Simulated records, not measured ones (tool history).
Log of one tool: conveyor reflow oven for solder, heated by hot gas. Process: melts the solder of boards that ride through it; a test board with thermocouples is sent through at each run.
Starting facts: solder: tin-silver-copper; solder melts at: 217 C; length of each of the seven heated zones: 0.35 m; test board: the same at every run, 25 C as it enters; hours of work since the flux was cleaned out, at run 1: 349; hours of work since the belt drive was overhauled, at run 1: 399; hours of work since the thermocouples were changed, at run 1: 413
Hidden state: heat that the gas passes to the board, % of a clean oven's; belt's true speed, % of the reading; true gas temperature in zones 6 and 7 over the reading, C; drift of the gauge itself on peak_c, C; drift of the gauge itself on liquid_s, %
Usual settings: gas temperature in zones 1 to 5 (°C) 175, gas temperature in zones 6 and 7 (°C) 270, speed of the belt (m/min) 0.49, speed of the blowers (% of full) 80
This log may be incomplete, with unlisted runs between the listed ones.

run,hour,gas temperature in zones 1 to 5 (°C),gas temperature in zones 6 and 7 (°C),speed of the belt (m/min),speed of the blowers (% of full),hours of work since the flux was cleaned out,hours of work since the belt drive was overhauled,hours of work since the thermocouples were changed,highest temperature of the board (°C),time above the solder's melting point (s)
1,0,175,270,0.49,80,349,399,413,256,67.6
2,10.7,175,270,0.49,80,356,406,420,255.8,68.4
3,24.6,175,270,0.49,80,365,415,429,255.2,68.7
# hour 30.5: flux residue cleaned out of gas plates and filters
4,45.8,175,270,0.49,80,10,426,439,258.7,71.3
5,59.2,175,270,0.49,80,19,435,448,258.6,71.6
6,68.6,175,270,0.49,80,25,441,454,258.6,71.3
7,77.5,175,270,0.49,80,31,446,460,258.8,71.6
8,94.1,175,270,0.49,80,42,457,471,258.5,70.6
9,108.6,175,270,0.49,80,51,467,480,258.6,70.4
10,123.7,175,270,0.49,80,61,477,490,258.2,71
11,138.7,175,270,0.49,80,71,486,500,257.9,70.6
12,153.3,175,270,0.49,80,80,496,509,256.9,70.4
13,165.7,175,270,0.49,80,88,504,518,257.9,70.8
14,178,175,277,0.49,80,96,512,526,264,74.5
15,192.9,175,277,0.49,80,106,522,535,264.4,74.2
16,209.8,175,277,0.49,80,117,533,546,264.4,74.6
17,227.2,166,270,0.49,80,129,544,558,256.2,66.3
18,240.1,166,270,0.582,79,137,553,566,249.9,50.5
19,258.9,166,270,0.582,79,149,565,579,250.3,50.3
# hour 264.6: belt drive overhauled, speed set with a stopwatch
20,277.6,166,270,0.582,79,159,8,588,250,50.2
21,294.4,175,259,0.515,80,170,19,599,246.8,58.1
22,306.1,175,265,0.49,80,178,27,607,252.6,67
23,319.8,177,271,0.457,75,187,36,616,259.1,78.3
24,331.8,175,270,0.403,80,194,44,624,261.2,90.1
25,343.1,175,267,0.49,82,202,51,631,252.9,69.4
26,353.2,189,275,0.406,84,208,58,638,267,100.1
27,367.2,189,275,0.406,84,218,67,647,267.7,99.5
# hour 372.2: belt drive overhauled, speed set with a stopwatch, once more
28,386.7,175,259,0.427,80,228,9,657,250,73.9
29,395.1,175,259,0.51,55,233,15,662,238.8,47.7
30,404.9,175,259,0.51,55,240,21,669,238.9,47.3

5 options for the next run, each taken on its own from the tool as it stands now. Forecast them:
A,423.9,179,279,0.412,80,252,34,681,?,?
B,423.9,175,271,0.509,65,252,34,681,?,?
C,423.9,177,285,0.49,80,252,34,681,?,?
D,423.9,175,270,0.49,56,252,34,681,?,?
E,423.9,185,273,0.51,55,252,34,681,?,?

run,highest temperature of the board (°C),time above the solder's melting point (s)
A,269.1,93.4
B,251.9,61.2
C,269.4,77.1
D,250.2,61.8
E,253,65.6
Stripped of hidden state, with their random variation kept, the same runs would have yielded:
run,highest temperature of the board (°C),time above the solder's melting point (s)
A,272.1,95
B,255.3,64.4
C,273.1,78.9
D,253.3,65
E,255.9,68.3
